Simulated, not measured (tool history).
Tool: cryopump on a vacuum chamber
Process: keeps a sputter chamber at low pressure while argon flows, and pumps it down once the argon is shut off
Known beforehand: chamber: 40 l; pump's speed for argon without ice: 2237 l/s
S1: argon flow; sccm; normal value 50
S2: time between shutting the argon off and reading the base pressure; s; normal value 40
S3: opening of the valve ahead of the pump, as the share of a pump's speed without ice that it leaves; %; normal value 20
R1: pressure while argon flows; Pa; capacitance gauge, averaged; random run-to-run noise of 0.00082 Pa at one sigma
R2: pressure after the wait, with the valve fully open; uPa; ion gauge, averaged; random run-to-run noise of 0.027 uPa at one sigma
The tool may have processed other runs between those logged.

run,hour,S1,S2,S3,R1,R2
1,0,50,40,20,0.1889,1.45
2,13.9,50,40,20,0.1895,1.48
3,26,50,40,20,0.1883,1.39
4,39.8,50,40,20,0.1891,1.43
5,57.4,50,40,20,0.1895,1.4
6,78.1,50,40,20,0.1897,1.45
7,99.4,50,40,20,0.1909,1.43
8,118.6,50,40,20,0.1881,1.43
9,138.3,50,40,20,0.1879,1.44
10,157.2,50,40,20,0.1893,1.46
11,177.5,50,40,40,0.0947,1.44
12,197.6,50,40,20,0.1901,1.48
13,207.3,50,40,20,0.1916,1.51
14,221.8,50,40,20,0.1886,1.46
15,230.5,50,231,19,0.2015,0.55
16,241.6,50,58,19,0.2,1.12
17,256.3,50,58,19,0.1993,1.15
18,271.5,79,49,32,0.1878,1.24
19,280.2,60,49,39,0.1179,1.26
20,300.6,88,61,35,0.1941,1.11
21,315,28,84,20,0.1073,0.94
22,329.6,28,236,20,0.1064,0.57
23,343.1,21,272,20,0.0803,0.56
24,353.6,21,272,20,0.0811,0.58
25,363.4,21,272,20,0.0801,0.58

How would selected steps in R1 from run to run divide? Give the signed amount a tool lacking its hidden state would still show from settings, what came in and random variation, and the signed amount left for the hidden state, including any gauge scatter that is not in both of the compared results.
Unlogged tool condition in this case: pump's speed, % of a pump's without ice; cold plate's temperature, K; leak into the chamber, uPa l/s; drift of the gauge itself on working_pa, %; drift of the gauge itself on base_upa, %.
Run 10 -> 11: S3 20 -> 40. R1 -0.0946 Pa: hidden state +0.0001, all else -0.0947.
Run 11 -> 12: S3 40 -> 20. R1 +0.0954 Pa: hidden state +0, all else +0.0954.
Run 19 -> 20: S1 60 -> 88, S2 49 -> 61, S3 39 -> 35. R1 +0.0762 Pa: hidden state +0.001, all else +0.0752.
Run 20 -> 21: S1 88 -> 28, S2 61 -> 84, S3 35 -> 20. R1 -0.0868 Pa: hidden state -0.0018, all else -0.085.
